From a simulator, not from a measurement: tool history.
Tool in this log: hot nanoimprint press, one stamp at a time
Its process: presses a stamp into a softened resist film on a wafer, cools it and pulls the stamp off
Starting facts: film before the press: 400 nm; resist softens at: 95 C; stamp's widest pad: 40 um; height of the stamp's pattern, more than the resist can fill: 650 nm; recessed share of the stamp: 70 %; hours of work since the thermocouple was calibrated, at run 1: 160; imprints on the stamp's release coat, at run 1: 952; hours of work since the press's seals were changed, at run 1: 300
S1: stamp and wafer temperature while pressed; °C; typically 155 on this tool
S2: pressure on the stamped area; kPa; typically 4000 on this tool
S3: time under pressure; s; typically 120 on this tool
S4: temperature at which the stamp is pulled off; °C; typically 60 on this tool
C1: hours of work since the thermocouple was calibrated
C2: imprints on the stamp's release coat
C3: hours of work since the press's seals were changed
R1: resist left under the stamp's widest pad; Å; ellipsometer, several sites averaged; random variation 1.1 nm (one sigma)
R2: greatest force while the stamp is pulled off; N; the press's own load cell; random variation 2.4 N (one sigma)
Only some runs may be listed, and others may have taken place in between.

run 1 day=0 | S1=155 S2=4000 S3=120 S4=60 | C1=160 C2=952 C3=300 | R1=1676 R2=172
run 2 day=1.625 | S1=155 S2=4000 S3=120 S4=60 | C1=185 C2=1043 C3=324 | R1=1683 R2=169
run 3 day=3.242 | S1=155 S2=4000 S3=120 S4=60 | C1=209 C2=1133 C3=349 | R1=1676 R2=174
run 4 day=4.062 | S1=155 S2=4000 S3=172 S4=60 | C1=222 C2=1179 C3=361 | R1=1460 R2=176
run 5 day=5.421 | S1=155 S2=4000 S3=172 S4=60 | C1=243 C2=1255 C3=382 | R1=1499 R2=184
-- day=5.862 stamp cleaned and given a new release coat
run 6 day=7.342 | S1=155 S2=4000 S3=172 S4=60 | C1=268 C2=82 C3=407 | R1=1507 R2=150
run 7 day=9.058 | S1=155 S2=5040 S3=120 S4=60 | C1=294 C2=178 C3=434 | R1=1523 R2=151
run 8 day=10.508 | S1=155 S2=5040 S3=120 S4=60 | C1=316 C2=259 C3=456 | R1=1531 R2=154

Run 9 is up next; what results do you expect?
run 9 day=11.721 | S1=155 S2=5040 S3=120 S4=60 | C1=335 C2=326 C3=474 | R1=? R2=?

{"run 9": {"R1": 1550, "R2": 158}}
If the tool had no hidden condition, the same run with the same run-to-run variation would have returned R1 1383 Å, R2 146 N.
